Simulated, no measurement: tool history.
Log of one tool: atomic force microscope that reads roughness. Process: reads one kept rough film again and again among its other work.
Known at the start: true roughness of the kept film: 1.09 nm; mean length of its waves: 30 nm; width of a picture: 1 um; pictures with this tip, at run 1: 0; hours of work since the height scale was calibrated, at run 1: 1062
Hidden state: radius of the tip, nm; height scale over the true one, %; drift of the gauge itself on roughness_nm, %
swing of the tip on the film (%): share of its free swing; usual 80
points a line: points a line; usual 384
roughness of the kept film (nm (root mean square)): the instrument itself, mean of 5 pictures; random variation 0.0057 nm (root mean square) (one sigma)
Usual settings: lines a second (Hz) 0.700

run,day,lines a second (Hz),swing of the tip on the film (%),points a line,pictures with this tip,hours of work since the height scale was calibrated,roughness of the kept film (nm (root mean square))
1,0.000,0.700,80,384,0,1062,1.015
2,1.529,0.700,80,384,52,1089,0.995
3,3.883,0.700,80,384,132,1132,0.973
4,5.212,0.700,80,384,177,1156,0.952
5,6.671,0.700,80,384,227,1183,0.941
# day 8.508: new tip fitted
6,8.808,2.473,80,384,10,1221,0.959
7,10.846,2.473,80,384,79,1258,0.935
8,13.917,0.700,83,384,184,1314,0.942
9,15.596,0.700,62,384,241,1344,0.946
# day 17.054: new tip fitted
10,17.262,0.700,62,384,7,1374,1.021
11,18.867,0.700,80,384,62,1403,1.004
12,21.688,0.700,80,384,158,1454,0.955
13,23.288,0.700,80,274,212,1483,0.922
14,25.121,0.700,80,384,275,1516,0.916
# day 25.721: new tip fitted
15,28.279,2.079,73,384,87,1573,0.949
16,30.675,1.545,59,384,169,1617,0.953
17,33.762,1.171,85,594,274,1673,0.898
# day 34.179: new tip fitted
18,35.125,2.196,89,875,33,1697,0.919
19,37.662,3.601,75,266,119,1743,0.900
20,40.425,3.601,75,266,213,1793,0.873
# day 42.721: new tip fitted
21,42.900,3.601,75,266,7,1838,0.941
# day 43.721: height scale calibrated on a step standard
22,45.121,3.601,75,266,81,25,0.921
23,47.933,0.700,74,384,177,76,0.975
24,50.304,1.339,71,628,257,119,0.943
# day 51.254: new tip fitted
25,52.162,0.700,84,583,31,153,1.016
26,54.179,0.700,84,583,99,189,0.988
27,56.358,3.846,86,378,174,229,0.846

Some steps in roughness of the kept film (nm (root mean square)) between neighbouring runs. How much of each would the tool show without its hidden state too (settings, what came in, random variation), and how much is left for the hidden state, with any gauge scatter that isn't in both results?
Run 9 -> 10: new tip fitted. roughness of the kept film (nm (root mean square)) +0.075: hidden state +0.078, all else -0.003.
Run 17 -> 18: lines a second (Hz) 1.171 -> 2.196, swing of the tip on the film (%) 85 -> 89, points a line 594 -> 875, new tip fitted. roughness of the kept film (nm (root mean square)) +0.021: hidden state +0.077, all else -0.056.
Run 26 -> 27: lines a second (Hz) 0.700 -> 3.846, swing of the tip on the film (%) 84 -> 86, points a line 583 -> 378. roughness of the kept film (nm (root mean square)) -0.142: hidden state -0.019, all else -0.123.
